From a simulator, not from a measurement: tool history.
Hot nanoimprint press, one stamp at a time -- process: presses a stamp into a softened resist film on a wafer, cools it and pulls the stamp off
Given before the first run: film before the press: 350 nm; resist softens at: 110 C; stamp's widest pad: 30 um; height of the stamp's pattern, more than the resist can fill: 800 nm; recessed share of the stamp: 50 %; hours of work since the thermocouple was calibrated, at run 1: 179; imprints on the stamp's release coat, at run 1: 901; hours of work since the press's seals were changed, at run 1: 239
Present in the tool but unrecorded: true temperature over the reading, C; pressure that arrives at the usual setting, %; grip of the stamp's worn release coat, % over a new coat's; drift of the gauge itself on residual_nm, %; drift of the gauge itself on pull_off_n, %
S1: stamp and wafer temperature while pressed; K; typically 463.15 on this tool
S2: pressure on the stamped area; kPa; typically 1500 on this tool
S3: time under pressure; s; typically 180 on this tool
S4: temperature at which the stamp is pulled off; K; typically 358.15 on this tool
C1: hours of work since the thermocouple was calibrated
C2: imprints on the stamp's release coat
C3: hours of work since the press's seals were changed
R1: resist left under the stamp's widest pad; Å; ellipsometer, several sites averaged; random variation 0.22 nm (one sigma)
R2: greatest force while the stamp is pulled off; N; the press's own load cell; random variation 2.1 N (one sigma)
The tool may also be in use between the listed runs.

run   hour      S1    S2   S3      S4   C1    C2   C3    R1   R2
  1      0  463.15  1500  180  358.15  179   901  239  1838  192
  2   18.9  463.15  1500  180  358.15  190   954  250  1835  196
  3   29.5  463.15  1500  180  358.15  196   984  256  1837  196
  4     45  463.15  1500  180  358.15  204  1027  264  1839  195
  5   54.4  463.15  1500  180  361.15  210  1054  270  1836  192
  6   64.6  463.15  1500  180  349.15  215  1082  275  1839  214
  7   79.6  471.15  1500  180  349.15  224  1125  284  1515  216
  8   90.1  471.15  1500  180  349.15  230  1154  290  1513  216
  9  101.4  463.15  1500  230  358.15  236  1186  296  1691  195
 10  116.5  463.15  1500  230  358.15  245  1229  304  1695  201
 11  127.4  463.15  1500  180  358.15  251  1259  310  1848  195
 12  135.3  463.15  1500  180  358.15  255  1281  315  1848  196
 13  144.6  463.15  1500  180  358.15  260  1308  320  1847  194
 14  161.8  463.15  1500  180  358.15  270  1356  330  1849  194
 15  175.6  463.15  1500  180  358.15  278  1395  338  1852  196
 16  187.5  463.15  2400  201  358.15  284  1428  344  1427  196
 17  202.3  472.15  1500  326  347.15  293  1470  352  1179  211
 18  213.1  472.15  1500  326  347.15  299  1501  359  1178  213
 19    221  453.15  2110  326  347.15  303  1523  363  1697  214
 20  238.3  463.15  1500  180  345.15  313  1571  373  1853  218
 21  252.3  463.15  1140  196  358.15  321  1611  381  2020  198
 22  269.9  463.15  1140  196  358.15  330  1660  390  2022  194

For run 23, what comes out?
 23  279.3  463.15  1140  196  358.15  336  1687  396   ?   ?

Run 23 produced R1 2027 Å, R2 197 N.
With the hidden condition absent and the run-to-run variation left alone, this run would have shown R1 2006 Å, R2 196 N.
